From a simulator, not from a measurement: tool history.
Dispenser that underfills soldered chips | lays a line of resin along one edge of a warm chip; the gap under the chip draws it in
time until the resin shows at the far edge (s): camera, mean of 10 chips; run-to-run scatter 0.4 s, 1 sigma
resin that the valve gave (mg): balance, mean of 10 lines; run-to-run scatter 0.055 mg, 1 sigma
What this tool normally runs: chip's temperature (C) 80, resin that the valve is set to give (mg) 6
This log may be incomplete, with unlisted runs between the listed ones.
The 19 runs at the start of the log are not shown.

run,day,chip's temperature (C),resin that the valve is set to give (mg),hours of work since the syringe was changed,hours of work since the valve was cleaned,hours of work since the stage was calibrated,time until the resin shows at the far edge (s),resin that the valve gave (mg)
# day 4.346: new syringe of resin
20,4.417,74,5.53,1,18,188,33.2,5.51
21,4.583,93,6.48,4,21,191,19.9,6.46
# day 4.804: new syringe of resin
22,4.838,93,6.48,1,25,195,17.8,6.42
23,4.967,81,6.35,3,27,197,27.2,6.17
24,5.1,76,7.57,5,29,199,35.3,7.34
# day 5.258: new syringe of resin
25,5.417,76,5.35,3,34,204,33.4,5.24
# day 5.704: new syringe of resin
26,5.704,76,5.35,0,39,209,31.1,5.17
27,5.958,76,5.35,4,43,213,36,5.07
# day 6.146: new syringe of resin
28,6.275,74,5.49,2,48,218,35.3,5.27
29,6.467,80,5.24,5,51,221,32.5,5.04
# day 6.588: new syringe of resin
30,6.704,71,5.32,2,55,225,38.7,5.05
31,6.988,72,5.92,7,59,230,43.4,5.8
# day 7.042: new syringe of resin
32,7.175,81,5.5,2,62,233,28.2,5.16
33,7.412,66,6.19,6,66,236,53.1,5.84
# day 7.504: new syringe of resin
34,7.617,80,7.71,2,69,240,26.8,7.26
35,7.792,80,5.59,5,72,243,31.1,5.28
# day 7.954: new syringe of resin
36,8.058,80,5.59,2,77,247,28.9,5.12

Predict each of these 3 candidate next runs independently; none follows another, all start after run 36:
A,8.196,81,7.31,4,79,249,?,?
B,8.196,73,5.94,4,79,249,?,?
C,8.196,90,7.1,4,79,249,?,?

run,time until the resin shows at the far edge (s),resin that the valve gave (mg)
A,29.5,6.73
B,39.2,5.59
C,21.9,6.57
The same runs, with their run-to-run variation unchanged, on a tool lacking any hidden condition would have given:
run,time until the resin shows at the far edge (s),resin that the valve gave (mg)
A,26.3,7.23
B,34.8,6
C,19.5,7.06

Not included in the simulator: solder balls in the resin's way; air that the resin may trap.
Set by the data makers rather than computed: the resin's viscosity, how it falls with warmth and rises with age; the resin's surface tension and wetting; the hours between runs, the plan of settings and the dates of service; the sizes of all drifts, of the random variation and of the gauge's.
